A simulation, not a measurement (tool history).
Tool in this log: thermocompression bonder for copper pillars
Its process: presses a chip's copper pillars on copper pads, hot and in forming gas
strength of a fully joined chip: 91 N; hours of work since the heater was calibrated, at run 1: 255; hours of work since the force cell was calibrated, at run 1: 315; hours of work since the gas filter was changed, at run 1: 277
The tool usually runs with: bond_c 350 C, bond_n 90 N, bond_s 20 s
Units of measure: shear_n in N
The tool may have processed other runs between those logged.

run	day	bond_c	bond_n	bond_s	hours of work since the heater was calibrated	hours of work since the force cell was calibrated	hours of work since the gas filter was changed	shear_n
1	0.000	350	90	20	255	315	277	62.2
2	1.433	376	90	20	269	329	291	74.4
3	2.729	350	90	44	282	342	304	73.0
4	3.862	350	90	44	294	354	315	73.3
5	4.604	350	90	44	301	361	323	71.4
6	6.154	350	90	44	317	377	338	72.2
7	7.333	350	90	20	328	388	350	60.4
8	8.638	350	90	20	341	401	363	59.7
9	9.879	350	118	20	354	414	375	67.8
10	11.212	350	131	20	367	427	388	70.2
11	12.796	350	131	20	383	443	404	70.8
12	14.396	350	131	20	399	459	420	69.7
13	15.275	333	55	21	407	467	429	37.4
14	16.492	333	134	21	420	480	441	61.6
15	17.488	333	134	30	430	489	451	65.5
16	18.792	333	134	30	442	502	464	67.9
# day 19.229: forming gas filter changed
17	20.412	350	129	48	458	518	12	82.7
18	21.758	341	125	22	472	532	25	67.4
19	23.179	351	104	35	486	546	39	75.0
20	24.354	366	104	28	498	558	51	76.6
21	25.446	360	62	14	509	569	62	49.0
22	26.667	350	88	44	521	581	74	74.0
23	28.067	350	61	13	535	595	88	43.0
24	28.771	350	61	13	542	602	95	42.3

Branching from run 24: 5 alternative next runs. What would each branch give?
A	29.483	350	90	20	549	609	102	?
B	29.483	358	100	12	549	609	102	?
C	29.483	343	106	13	549	609	102	?
D	29.483	325	118	35	549	609	102	?
E	29.483	334	88	16	549	609	102	?

run	shear_n
A	60.5
B	60.7
C	54.2
D	62.9
E	47.7
With no hidden state in the tool, these same runs would have given:
run	shear_n
A	66.1
B	66.3
C	59.9
D	68.8
E	53.4
